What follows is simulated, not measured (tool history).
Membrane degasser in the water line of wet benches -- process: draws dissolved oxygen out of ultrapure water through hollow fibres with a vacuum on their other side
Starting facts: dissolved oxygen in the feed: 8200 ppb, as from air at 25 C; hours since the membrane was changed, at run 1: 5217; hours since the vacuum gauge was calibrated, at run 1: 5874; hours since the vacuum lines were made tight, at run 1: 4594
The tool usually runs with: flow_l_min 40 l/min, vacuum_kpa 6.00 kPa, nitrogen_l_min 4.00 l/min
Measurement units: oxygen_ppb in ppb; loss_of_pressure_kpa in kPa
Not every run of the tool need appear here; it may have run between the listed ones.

run,hour,flow_l_min,vacuum_kpa,nitrogen_l_min,hours since the membrane was changed,hours since the vacuum gauge was calibrated,hours since the vacuum lines were made tight,oxygen_ppb,loss_of_pressure_kpa
1,0.0,40,6.00,4.00,5217,5874,4594,77.5,26.35
2,123.6,40,6.00,4.00,5341,5998,4717,78.9,26.35
3,318.0,40,6.00,4.00,5535,6192,4912,78.7,26.30
4,546.7,40,6.00,4.00,5764,6421,5140,79.5,26.31
5,717.8,40,6.00,4.00,5935,6592,5312,79.5,26.35
# hour 838.3: vacuum gauge calibrated
6,920.9,40,6.00,4.00,6138,83,5514,71.3,26.67
7,1080.1,40,6.00,4.00,6297,242,5673,69.7,26.65
8,1227.9,40,6.00,4.00,6445,390,5821,72.4,26.38
9,1421.1,40,6.00,1.94,6638,583,6014,134.1,26.52
10,1661.5,40,6.00,1.94,6878,823,6255,134.6,26.45
11,1879.2,40,6.00,1.94,7096,1041,6473,134.7,26.69
12,2116.1,40,6.00,1.94,7333,1278,6709,136.4,26.61
13,2233.9,40,6.00,1.94,7451,1396,6827,134.9,26.43
14,2364.5,40,6.00,1.94,7581,1526,6958,135.9,26.79
15,2546.3,40,6.00,1.94,7763,1708,7140,136.6,26.96
16,2756.6,40,6.00,1.94,7974,1918,7350,139.9,27.05
# hour 2784.3: seals of the vacuum lines changed
17,2930.8,39,4.71,9.40,8146,2090,146,22.8,26.26
18,3096.0,40,9.98,9.14,8311,2256,312,79.5,26.67
19,3248.0,40,9.98,9.14,8463,2408,464,79.6,27.20
20,3415.0,40,7.36,4.27,8630,2575,631,100.6,27.13
21,3551.7,49,8.59,3.54,8767,2711,767,189.3,33.07
22,3776.7,49,8.59,3.54,8992,2936,992,187.5,33.37
23,3979.2,49,9.32,5.51,9194,3139,1195,144.7,33.58
24,4225.2,54,4.81,4.00,9440,3385,1441,76.1,36.74
25,4343.2,36,6.00,4.00,9558,3503,1559,68.6,24.79
26,4495.1,40,6.25,4.00,9710,3655,1711,83.2,27.43
27,4714.6,40,6.25,4.00,9929,3874,1930,84.1,27.25
28,4908.3,45,8.24,3.90,10123,4068,2124,149.3,30.97
29,5132.2,45,8.24,3.90,10347,4292,2348,151.1,31.16
30,5284.6,40,6.00,4.20,10499,4444,2500,74.5,27.53
31,5445.0,40,6.00,4.20,10660,4605,2661,75.5,27.57

Pick out some run-to-run changes in oxygen_ppb. Of each, how much would a tool without hidden state show as well, from the settings, what came in and chance, and how much is left for the hidden state and any gauge scatter not in both results compared?
Unlogged tool condition in this case: membrane still open, %; true pressure behind the membrane over the reading, kPa; air that leaks in behind the membrane, l/min; drift of the gauge itself on oxygen_ppb, %; drift of the gauge itself on loss_of_pressure_kpa, %.
Run 5 -> 6: vacuum gauge calibrated. oxygen_ppb -8.2 ppb: hidden state -7.2, all else -1.0.
Run 16 -> 17: flow_l_min 40 -> 39, vacuum_kpa 6.00 -> 4.71, nitrogen_l_min 1.94 -> 9.40, seals of the vacuum lines changed. oxygen_ppb -117.1 ppb: hidden state -3.5, all else -113.6.
Run 20 -> 21: flow_l_min 40 -> 49, vacuum_kpa 7.36 -> 8.59, nitrogen_l_min 4.27 -> 3.54. oxygen_ppb +88.7 ppb: hidden state +4.0, all else +84.7.
Run 23 -> 24: flow_l_min 49 -> 54, vacuum_kpa 9.32 -> 4.81, nitrogen_l_min 5.51 -> 4.00. oxygen_ppb -68.6 ppb: hidden state +4.2, all else -72.8.
Run 24 -> 25: flow_l_min 54 -> 36, vacuum_kpa 4.81 -> 6.00. oxygen_ppb -7.5 ppb: hidden state -7.4, all else -0.1.
Run 29 -> 30: flow_l_min 45 -> 40, vacuum_kpa 8.24 -> 6.00, nitrogen_l_min 3.90 -> 4.20. oxygen_ppb -76.6 ppb: hidden state -2.4, all else -74.2.
